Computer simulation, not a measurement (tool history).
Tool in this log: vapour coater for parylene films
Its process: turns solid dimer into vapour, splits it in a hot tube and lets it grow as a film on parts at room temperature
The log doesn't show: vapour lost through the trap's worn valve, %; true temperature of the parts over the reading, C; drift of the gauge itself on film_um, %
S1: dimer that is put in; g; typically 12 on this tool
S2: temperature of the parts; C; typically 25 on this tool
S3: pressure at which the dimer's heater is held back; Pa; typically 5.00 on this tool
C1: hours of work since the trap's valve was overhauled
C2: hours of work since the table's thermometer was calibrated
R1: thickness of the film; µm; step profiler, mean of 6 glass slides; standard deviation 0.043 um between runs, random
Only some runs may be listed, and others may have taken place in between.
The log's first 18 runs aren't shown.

Run 19, day 45.121: usual settings but S2 20 C; C1 466; C2 1615. Result: R1 4.72 µm.
Run 20, day 47.712: usual settings but S2 20 C; C1 492; C2 1641. Result: R1 4.68 µm.
Run 21, day 49.462: usual settings but S2 22 C; C1 510; C2 1659. Result: R1 4.39 µm.
At day 49.817: table's thermometer calibrated.
Run 22, day 51.325: usual settings but S2 22 C; C1 528; C2 15. Result: R1 4.44 µm.
At day 54.879: trap's valve overhauled.
Run 23, day 54.879: usual settings but S2 22 C; C1 0; C2 50. Result: R1 5.10 µm.
Run 24, day 57.546: usual settings but S2 22 C; C1 27; C2 77. Result: R1 5.07 µm.
Run 25, day 59.004: usual settings but S2 22 C; C1 42; C2 91. Result: R1 5.16 µm.
Run 26, day 60.738: usual settings but S2 22 C; C1 59; C2 109. Result: R1 5.15 µm.
At day 61.083: table's thermometer calibrated, once more.
Run 27, day 63.208: usual settings but S1 18 g, S2 27 C, S3 2.67 Pa; C1 84; C2 22. Result: R1 7.01 µm.

For run 28, what comes out?
Run 28, day 66.658: usual settings but S1 5 g, S2 19 C, S3 7.23 Pa; C1 119; C2 57. Result: R1 ?.

R1: 2.12 µm
Without the tool's hidden state the same run would have given R1 2.19 µm.
